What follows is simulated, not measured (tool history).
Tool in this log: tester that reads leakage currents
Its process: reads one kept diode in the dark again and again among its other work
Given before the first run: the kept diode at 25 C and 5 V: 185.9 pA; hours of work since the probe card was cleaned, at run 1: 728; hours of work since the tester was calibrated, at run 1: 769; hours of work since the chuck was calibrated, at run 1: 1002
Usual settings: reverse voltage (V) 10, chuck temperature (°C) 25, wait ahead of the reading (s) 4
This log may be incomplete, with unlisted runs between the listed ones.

| run | hour | reverse voltage (V) | chuck temperature (°C) | wait ahead of the reading (s) | hours of work since the probe card was cleaned | hours of work since the tester was calibrated | hours of work since the chuck was calibrated | current that the tester gives (pA) |
|---|---|---|---|---|---|---|---|---|
| 1 | 0 | 10 | 25 | 4 | 728 | 769 | 1002 | 249.77 |
| 2 | 44 | 10 | 25 | 4 | 747 | 788 | 1021 | 250.03 |
| 3 | 88 | 10 | 36 | 4 | 766 | 808 | 1040 | 595.85 |
| 4 | 145.1 | 10 | 36 | 4 | 791 | 833 | 1065 | 591.59 |
| 5 | 216.5 | 10 | 25 | 4 | 822 | 864 | 1096 | 248.99 |
| 6 | 265.1 | 10 | 25 | 4 | 844 | 885 | 1117 | 248 |
| 7 | 341.7 | 10 | 25 | 4 | 877 | 918 | 1151 | 248.1 |
|  | 349.7 | probe card cleaned and baked |
| 8 | 407.9 | 10 | 25 | 4 | 25 | 946 | 1178 | 249.47 |
|  | 433.4 | chuck's temperature calibrated |
| 9 | 485.2 | 10 | 42 | 4 | 58 | 979 | 23 | 986.88 |
| 10 | 551.9 | 10 | 42 | 4 | 87 | 1008 | 52 | 988.29 |
| 11 | 641.6 | 10 | 42 | 4 | 127 | 1047 | 91 | 980.93 |
| 12 | 683 | 10 | 42 | 4 | 145 | 1065 | 109 | 979.94 |
| 13 | 759.7 | 10 | 42 | 4 | 178 | 1099 | 143 | 982.64 |
| 14 | 836.9 | 11.7 | 39 | 1.86 | 212 | 1133 | 176 | 850.18 |
|  | 845.9 | probe card cleaned and baked, once more |
| 15 | 890.3 | 1.8 | 38 | 1.37 | 19 | 1154 | 198 | 300.58 |
| 16 | 963.3 | 6.9 | 38 | 0.32 | 51 | 1186 | 230 | 595.59 |
| 17 | 1032.4 | 10 | 44 | 4.24 | 81 | 1217 | 260 | 1123.75 |
| 18 | 1079.4 | 10 | 44 | 5.84 | 102 | 1237 | 281 | 1121.71 |
| 19 | 1121.2 | 10 | 44 | 5.84 | 120 | 1255 | 299 | 1118.82 |
| 20 | 1192.3 | 4 | 25 | 0.53 | 151 | 1286 | 330 | 161.23 |
| 21 | 1241.4 | 1.8 | 38 | 1.25 | 173 | 1308 | 352 | 295.96 |
| 22 | 1316.8 | 1.8 | 38 | 1.25 | 206 | 1341 | 384 | 296.74 |

Branching from run 22: 4 alternative next runs. What would each branch give?
| A | 1395.8 | 4.5 | 23 | 1.71 | 240 | 1375 | 419 | ? |
| B | 1395.8 | 10 | 55 | 4 | 240 | 1375 | 419 | ? |
| C | 1395.8 | 4.7 | 43 | 1.98 | 240 | 1375 | 419 | ? |
| D | 1395.8 | 1.8 | 45 | 2.06 | 240 | 1375 | 419 | ? |

| run | current that the tester gives (pA) |
|---|---|
| A | 144.3 |
| B | 2396.56 |
| C | 699.44 |
| D | 493.81 |
With no hidden state in the tool, these same runs would have given:
| run | current that the tester gives (pA) |
|---|---|
| A | 150.02 |
| B | 2481.31 |
| C | 725.6 |
| D | 512.22 |
